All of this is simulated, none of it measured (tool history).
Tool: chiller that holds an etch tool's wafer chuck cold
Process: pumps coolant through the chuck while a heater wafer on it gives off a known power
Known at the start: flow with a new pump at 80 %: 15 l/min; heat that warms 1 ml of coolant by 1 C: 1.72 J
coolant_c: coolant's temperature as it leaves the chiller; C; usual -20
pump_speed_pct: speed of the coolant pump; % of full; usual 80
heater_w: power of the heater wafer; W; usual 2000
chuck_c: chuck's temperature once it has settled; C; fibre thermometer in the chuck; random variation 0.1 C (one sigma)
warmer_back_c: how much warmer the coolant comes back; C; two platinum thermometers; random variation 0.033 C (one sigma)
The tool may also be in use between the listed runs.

{"run": 1, "hour": 0.0, "coolant_c": -20, "pump_speed_pct": 80, "heater_w": 2000, "chuck_c": -6.5, "warmer_back_c": 4.61}
{"run": 2, "hour": 78.6, "coolant_c": -20, "pump_speed_pct": 80, "heater_w": 2000, "chuck_c": -6.4, "warmer_back_c": 4.68}
{"run": 3, "hour": 144.1, "coolant_c": -20, "pump_speed_pct": 80, "heater_w": 2000, "chuck_c": -6.4, "warmer_back_c": 4.67}
{"run": 4, "hour": 192.5, "coolant_c": -20, "pump_speed_pct": 80, "heater_w": 2000, "chuck_c": -6.5, "warmer_back_c": 4.7}
{"hour": 218.1, "done": "chiller's thermometer calibrated"}
{"run": 5, "hour": 274.4, "coolant_c": -20, "pump_speed_pct": 80, "heater_w": 2000, "chuck_c": -6.2, "warmer_back_c": 4.69}
{"run": 6, "hour": 348.7, "coolant_c": -20, "pump_speed_pct": 80, "heater_w": 2000, "chuck_c": -6.4, "warmer_back_c": 4.74}
{"run": 7, "hour": 386.3, "coolant_c": -20, "pump_speed_pct": 80, "heater_w": 2000, "chuck_c": -6.5, "warmer_back_c": 4.67}
{"run": 8, "hour": 430.8, "coolant_c": -20, "pump_speed_pct": 80, "heater_w": 2000, "chuck_c": -6.3, "warmer_back_c": 4.79}
{"run": 9, "hour": 499.5, "coolant_c": -20, "pump_speed_pct": 64, "heater_w": 2000, "chuck_c": -4.2, "warmer_back_c": 6.1}
{"run": 10, "hour": 536.4, "coolant_c": -22, "pump_speed_pct": 80, "heater_w": 2000, "chuck_c": -8.3, "warmer_back_c": 4.81}
{"run": 11, "hour": 585.1, "coolant_c": -22, "pump_speed_pct": 80, "heater_w": 2000, "chuck_c": -8.3, "warmer_back_c": 4.77}
{"run": 12, "hour": 632.2, "coolant_c": -22, "pump_speed_pct": 80, "heater_w": 2000, "chuck_c": -8.4, "warmer_back_c": 4.82}
{"run": 13, "hour": 712.6, "coolant_c": -22, "pump_speed_pct": 80, "heater_w": 2000, "chuck_c": -8.4, "warmer_back_c": 4.85}
{"run": 14, "hour": 790.9, "coolant_c": -22, "pump_speed_pct": 80, "heater_w": 2000, "chuck_c": -8.4, "warmer_back_c": 4.87}
{"run": 15, "hour": 825.8, "coolant_c": -20, "pump_speed_pct": 71, "heater_w": 2000, "chuck_c": -5.3, "warmer_back_c": 5.49}
{"run": 16, "hour": 893.1, "coolant_c": -20, "pump_speed_pct": 71, "heater_w": 2000, "chuck_c": -5.2, "warmer_back_c": 5.54}
{"run": 17, "hour": 964.3, "coolant_c": -20, "pump_speed_pct": 71, "heater_w": 2000, "chuck_c": -5.3, "warmer_back_c": 5.49}
{"run": 18, "hour": 1001.1, "coolant_c": -20, "pump_speed_pct": 80, "heater_w": 1865, "chuck_c": -7.5, "warmer_back_c": 4.57}
{"run": 19, "hour": 1074.9, "coolant_c": -28, "pump_speed_pct": 91, "heater_w": 1062, "chuck_c": -21.2, "warmer_back_c": 2.31}
{"run": 20, "hour": 1132.7, "coolant_c": -28, "pump_speed_pct": 91, "heater_w": 1062, "chuck_c": -21.3, "warmer_back_c": 2.4}
{"run": 21, "hour": 1214.1, "coolant_c": -28, "pump_speed_pct": 91, "heater_w": 1062, "chuck_c": -21.6, "warmer_back_c": 2.4}
{"run": 22, "hour": 1294.7, "coolant_c": -28, "pump_speed_pct": 91, "heater_w": 1062, "chuck_c": -21.5, "warmer_back_c": 2.46}
{"run": 23, "hour": 1355.9, "coolant_c": -26, "pump_speed_pct": 80, "heater_w": 1839, "chuck_c": -13.6, "warmer_back_c": 4.61}
{"run": 24, "hour": 1419.7, "coolant_c": -27, "pump_speed_pct": 80, "heater_w": 2976, "chuck_c": -6.7, "warmer_back_c": 7.22}
{"run": 25, "hour": 1500.7, "coolant_c": -16, "pump_speed_pct": 65, "heater_w": 2976, "chuck_c": 7.4, "warmer_back_c": 9.04}
{"run": 26, "hour": 1581.5, "coolant_c": -16, "pump_speed_pct": 65, "heater_w": 2976, "chuck_c": 7.4, "warmer_back_c": 9.09}
{"run": 27, "hour": 1646.4, "coolant_c": -16, "pump_speed_pct": 94, "heater_w": 1480, "chuck_c": -7.1, "warmer_back_c": 3.23}
{"run": 28, "hour": 1726.3, "coolant_c": -28, "pump_speed_pct": 95, "heater_w": 1732, "chuck_c": -17.5, "warmer_back_c": 3.76}
{"hour": 1765.2, "done": "coolant changed, channels flushed"}
{"run": 29, "hour": 1791.5, "coolant_c": -28, "pump_speed_pct": 65, "heater_w": 2095, "chuck_c": -11.6, "warmer_back_c": 6.45}
{"run": 30, "hour": 1868.5, "coolant_c": -10, "pump_speed_pct": 65, "heater_w": 1807, "chuck_c": 4.1, "warmer_back_c": 5.77}
{"run": 31, "hour": 1934.4, "coolant_c": -28, "pump_speed_pct": 95, "heater_w": 2826, "chuck_c": -11.1, "warmer_back_c": 5.86}

4 ways to go on from here, each from the tool as it stands after run 31. What would each give?
{"run": "A", "hour": 1981.2, "coolant_c": -20, "pump_speed_pct": 75, "heater_w": 2000, "chuck_c": "?", "warmer_back_c": "?"}
{"run": "B", "hour": 1981.2, "coolant_c": -18, "pump_speed_pct": 60, "heater_w": 2069, "chuck_c": "?", "warmer_back_c": "?"}
{"run": "C", "hour": 1981.2, "coolant_c": -28, "pump_speed_pct": 68, "heater_w": 2826, "chuck_c": "?", "warmer_back_c": "?"}
{"run": "D", "hour": 1981.2, "coolant_c": -24, "pump_speed_pct": 69, "heater_w": 1648, "chuck_c": "?", "warmer_back_c": "?"}

run=A chuck_c=-5.7 warmer_back_c=5.43
run=B chuck_c=-1 warmer_back_c=7.14
run=C chuck_c=-6.6 warmer_back_c=8.36
run=D chuck_c=-11.7 warmer_back_c=4.97
Without the tool's hidden state the same runs would have given:
run=A chuck_c=-5.7 warmer_back_c=4.99
run=B chuck_c=-1 warmer_back_c=6.7
run=C chuck_c=-6.7 warmer_back_c=7.92
run=D chuck_c=-11.7 warmer_back_c=4.53

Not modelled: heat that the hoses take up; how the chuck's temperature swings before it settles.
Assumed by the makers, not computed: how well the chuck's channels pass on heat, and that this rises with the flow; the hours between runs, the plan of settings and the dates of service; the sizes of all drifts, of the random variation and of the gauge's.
